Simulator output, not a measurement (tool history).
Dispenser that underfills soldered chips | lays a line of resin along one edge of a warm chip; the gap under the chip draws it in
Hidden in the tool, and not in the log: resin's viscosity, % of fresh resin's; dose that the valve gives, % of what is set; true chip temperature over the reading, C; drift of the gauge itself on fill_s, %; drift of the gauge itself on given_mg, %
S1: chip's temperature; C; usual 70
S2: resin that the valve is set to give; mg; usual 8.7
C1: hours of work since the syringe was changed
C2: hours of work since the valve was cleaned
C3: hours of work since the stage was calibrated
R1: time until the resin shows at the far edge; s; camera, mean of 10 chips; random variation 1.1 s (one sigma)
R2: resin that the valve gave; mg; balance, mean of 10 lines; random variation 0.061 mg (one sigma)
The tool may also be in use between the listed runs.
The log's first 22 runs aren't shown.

At hour 191.1: new syringe of resin.
Run 23, hour 194.9: usual settings but S1 83 C, S2 10.9 mg; C1 3; C2 14; C3 435. Result: R1 79.6 s, R2 10.67 mg.
At hour 199.2: new syringe of resin.
Run 24, hour 205.6: usual settings but S1 83 C, S2 10.9 mg; C1 5; C2 23; C3 443. Result: R1 88.6 s, R2 10.6 mg.
At hour 207.4: new syringe of resin.
Run 25, hour 214.6: usual settings but S1 67 C, S2 9.15 mg; C1 6; C2 29; C3 450. Result: R1 180.8 s, R2 8.92 mg.
At hour 216.1: new syringe of resin.
Run 26, hour 221.3: usual settings but S1 57 C, S2 10.02 mg; C1 4; C2 34; C3 455. Result: R1 262.7 s, R2 9.59 mg.
At hour 224.4: new syringe of resin.
Run 27, hour 231: usual settings but S1 57 C, S2 10.02 mg; C1 5; C2 42; C3 462. Result: R1 283.8 s, R2 9.59 mg.
At hour 232.5: new syringe of resin.
At hour 240.6: new syringe of resin.
Run 28, hour 242.9: usual settings but S1 57 C, S2 10.02 mg; C1 2; C2 50; C3 471. Result: R1 229.6 s, R2 9.57 mg.
At hour 248.9: new syringe of resin.
Run 29, hour 250.4: usual settings but S1 57 C, S2 10.02 mg; C1 1; C2 56; C3 476. Result: R1 222.5 s, R2 9.57 mg.
Run 30, hour 256.5: usual settings but S1 82 C, S2 10.89 mg; C1 6; C2 61; C3 481. Result: R1 99.1 s, R2 10.24 mg.
At hour 257.8: new syringe of resin.
At hour 266.3: new syringe of resin.
Run 31, hour 266.3: usual settings but S1 82 C, S2 8.63 mg; C1 0; C2 68; C3 488. Result: R1 72.1 s, R2 8.05 mg.
At hour 274.5: new syringe of resin.
Run 32, hour 274.5: usual settings but S2 9.86 mg; C1 0; C2 74; C3 494. Result: R1 117.4 s, R2 9.2 mg.
At hour 278.7: dispensing valve cleaned and set on the balance.
Run 33, hour 282.2: usual settings but S1 76 C, S2 9.09 mg; C1 5; C2 3; C3 500. Result: R1 120.4 s, R2 9.12 mg.
At hour 284: new syringe of resin.
Run 34, hour 290.9: usual settings but S1 67 C, S2 9.09 mg; C1 5; C2 9; C3 506. Result: R1 184.9 s, R2 9.09 mg.

Forecast each of these 3 alternatives for the next run:
At hour 292.8: new syringe of resin.
At hour 301: new syringe of resin.
Run A, hour 301.6: usual settings but S1 84 C, S2 9.49 mg; C1 0; C2 17; C3 514. Result: R1 ?, R2 ?.
At hour 292.8: new syringe of resin.
At hour 301: new syringe of resin.
Run B, hour 301.6: usual settings but S1 63 C, S2 9.42 mg; C1 0; C2 17; C3 514. Result: R1 ?, R2 ?.
At hour 292.8: new syringe of resin.
At hour 301: new syringe of resin.
Run C, hour 301.6: usual settings but S1 67 C, S2 9.59 mg; C1 0; C2 17; C3 514. Result: R1 ?, R2 ?.

run     R1    R2
  A   65.8  9.38
  B  160.2  9.34
  C  134.8  9.43
Without the tool's hidden state the same runs would have given:
run     R1    R2
  A   57.8  9.52
  B  138.7  9.47
  C    117  9.57
